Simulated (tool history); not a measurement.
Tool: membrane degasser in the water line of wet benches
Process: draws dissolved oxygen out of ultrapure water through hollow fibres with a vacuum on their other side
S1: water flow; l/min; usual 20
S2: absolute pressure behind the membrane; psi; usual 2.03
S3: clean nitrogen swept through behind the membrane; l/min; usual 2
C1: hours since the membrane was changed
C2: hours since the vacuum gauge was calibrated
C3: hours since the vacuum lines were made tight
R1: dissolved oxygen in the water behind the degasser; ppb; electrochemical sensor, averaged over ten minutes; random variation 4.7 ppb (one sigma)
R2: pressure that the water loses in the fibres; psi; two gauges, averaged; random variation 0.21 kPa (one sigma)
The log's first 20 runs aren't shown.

-- hour=4291.7 membrane cartridge changed
run 21 hour=4391.1 | S1=23 S2=2.03 S3=1.8 | C1=99 C2=1162 C3=2307 | R1=567.2 R2=8.33
run 22 hour=4559 | S1=19 S2=1.26 S3=1.98 | C1=267 C2=1329 C3=2475 | R1=342.8 R2=6.894
run 23 hour=4715.3 | S1=19 S2=1.26 S3=1.98 | C1=424 C2=1486 C3=2631 | R1=340.9 R2=6.85
run 24 hour=5007.7 | S1=19 S2=2.05 S3=1.39 | C1=716 C2=1778 C3=2924 | R1=535.2 R2=6.854
run 25 hour=5158.8 | S1=19 S2=2.05 S3=1.39 | C1=867 C2=1929 C3=3075 | R1=544.3 R2=6.901
run 26 hour=5310.1 | S1=20 S2=1.64 S3=2.28 | C1=1018 C2=2080 C3=3226 | R1=397.9 R2=7.29
run 27 hour=5543 | S1=20 S2=1.71 S3=2.28 | C1=1251 C2=2313 C3=3459 | R1=401.9 R2=7.33
run 28 hour=5794.7 | S1=22 S2=2.03 S3=3.38 | C1=1503 C2=2565 C3=3711 | R1=435.4 R2=8.008
run 29 hour=6046 | S1=22 S2=2.03 S3=3.38 | C1=1754 C2=2816 C3=3962 | R1=437.9 R2=8.118
run 30 hour=6361.8 | S1=20 S2=3.02 S3=4.78 | C1=2070 C2=3132 C3=4278 | R1=413.4 R2=7.346
run 31 hour=6513.9 | S1=31 S2=3.02 S3=3.53 | C1=2222 C2=3284 C3=4430 | R1=736.4 R2=11.428
run 32 hour=6681.6 | S1=15 S2=1.42 S3=1.27 | C1=2390 C2=3452 C3=4598 | R1=354.6 R2=5.488
run 33 hour=6870.9 | S1=16 S2=2.03 S3=2 | C1=2579 C2=3641 C3=4787 | R1=393.2 R2=5.864

3 ways to go on from here, each from the tool as it stands after run 33. What would each give?
-- hour=6905.8 seals of the vacuum lines changed
run A hour=7173.8 | S1=16 S2=2.03 S3=1.29 | C1=2880 C2=3942 C3=268 | R1=? R2=?
-- hour=6905.8 seals of the vacuum lines changed
run B hour=7173.8 | S1=29 S2=4.51 S3=2.62 | C1=2880 C2=3942 C3=268 | R1=? R2=?
-- hour=6905.8 seals of the vacuum lines changed
run C hour=7173.8 | S1=12 S2=2.96 S3=2.32 | C1=2880 C2=3942 C3=268 | R1=? R2=?

run=A R1=482.2 R2=5.87
run=B R1=1005.5 R2=10.681
run=C R1=335.8 R2=4.364
Without the tool's hidden state the same runs would have given:
run=A R1=464 R2=5.778
run=B R1=983.5 R2=10.515
run=C R1=324.2 R2=4.296

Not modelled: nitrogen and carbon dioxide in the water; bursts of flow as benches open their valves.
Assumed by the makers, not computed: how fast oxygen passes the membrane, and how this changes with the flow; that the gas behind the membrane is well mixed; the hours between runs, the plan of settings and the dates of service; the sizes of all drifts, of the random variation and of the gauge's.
